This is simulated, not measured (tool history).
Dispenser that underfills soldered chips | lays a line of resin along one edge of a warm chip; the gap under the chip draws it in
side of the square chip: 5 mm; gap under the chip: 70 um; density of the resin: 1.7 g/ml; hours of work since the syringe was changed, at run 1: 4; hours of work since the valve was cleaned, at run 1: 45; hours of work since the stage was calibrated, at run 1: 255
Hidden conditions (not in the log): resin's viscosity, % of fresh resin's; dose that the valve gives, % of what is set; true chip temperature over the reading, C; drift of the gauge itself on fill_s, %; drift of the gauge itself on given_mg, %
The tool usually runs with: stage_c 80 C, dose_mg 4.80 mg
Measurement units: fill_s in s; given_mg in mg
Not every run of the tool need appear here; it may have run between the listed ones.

| run | hour | stage_c | dose_mg | hours of work since the syringe was changed | hours of work since the valve was cleaned | hours of work since the stage was calibrated | fill_s | given_mg |
|---|---|---|---|---|---|---|---|---|
| 1 | 0.0 | 80 | 4.80 | 4 | 45 | 255 | 5.6 | 4.66 |
| 2 | 7.9 | 80 | 4.80 | 9 | 50 | 260 | 6.8 | 4.55 |
|  | 10.5 | new syringe of resin |
| 3 | 24.6 | 80 | 4.80 | 9 | 61 | 271 | 7.6 | 4.49 |
|  | 26.1 | new syringe of resin |
| 4 | 34.3 | 80 | 4.80 | 5 | 67 | 277 | 6.0 | 4.48 |
|  | 42.7 | new syringe of resin |
| 5 | 45.4 | 80 | 4.80 | 2 | 74 | 284 | 5.5 | 4.51 |
| 6 | 56.3 | 80 | 4.80 | 9 | 81 | 291 | 7.0 | 4.45 |
|  | 58.8 | new syringe of resin |
| 7 | 70.8 | 80 | 4.80 | 8 | 90 | 300 | 6.9 | 4.48 |
|  | 74.4 | new syringe of resin |
| 8 | 81.6 | 80 | 4.80 | 5 | 97 | 307 | 5.9 | 4.33 |
| 9 | 88.5 | 80 | 4.80 | 9 | 101 | 312 | 7.3 | 4.32 |
|  | 89.9 | new syringe of resin |
| 10 | 99.1 | 88 | 5.05 | 6 | 108 | 318 | 4.3 | 4.61 |
|  | 105.5 | new syringe of resin |
| 11 | 113.9 | 88 | 4.76 | 5 | 118 | 328 | 4.4 | 4.24 |
|  | 122.2 | new syringe of resin |
| 12 | 130.2 | 95 | 5.30 | 5 | 128 | 338 | 2.8 | 4.67 |
|  | 138.5 | new syringe of resin |
| 13 | 144.2 | 91 | 4.78 | 4 | 137 | 347 | 3.7 | 4.24 |
|  | 154.2 | new syringe of resin |
|  | 156.4 | dispensing valve cleaned and set on the balance |
| 14 | 160.7 | 87 | 5.91 | 4 | 3 | 357 | 4.2 | 5.88 |
|  | 172.1 | new syringe of resin |
|  | 175.3 | stage's temperature calibrated |
| 15 | 176.4 | 84 | 5.82 | 2 | 12 | 1 | 4.4 | 5.70 |
|  | 188.7 | new syringe of resin |
| 16 | 188.7 | 86 | 5.63 | 0 | 20 | 8 | 3.9 | 5.48 |
| 17 | 199.5 | 86 | 5.63 | 7 | 27 | 15 | 4.4 | 5.52 |
|  | 204.7 | new syringe of resin |
| 18 | 214.1 | 86 | 5.63 | 6 | 36 | 25 | 4.5 | 5.45 |

Each row is a separate what-if for the run after 18, all from the same tool condition, not one after another. Results?
|  | 220.7 | new syringe of resin |
| A | 228.0 | 69 | 4.11 | 5 | 45 | 33 | ? | ? |
|  | 220.7 | new syringe of resin |
| B | 228.0 | 78 | 6.00 | 5 | 45 | 33 | ? | ? |
|  | 220.7 | new syringe of resin |
| C | 228.0 | 94 | 5.18 | 5 | 45 | 33 | ? | ? |

| run | fill_s | given_mg |
|---|---|---|
| A | 9.5 | 3.98 |
| B | 5.6 | 5.78 |
| C | 3.1 | 4.98 |
Without the tool's unlogged condition, the same runs would have read:
| run | fill_s | given_mg |
|---|---|---|
| A | 8.0 | 4.14 |
| B | 4.7 | 6.02 |
| C | 2.7 | 5.19 |

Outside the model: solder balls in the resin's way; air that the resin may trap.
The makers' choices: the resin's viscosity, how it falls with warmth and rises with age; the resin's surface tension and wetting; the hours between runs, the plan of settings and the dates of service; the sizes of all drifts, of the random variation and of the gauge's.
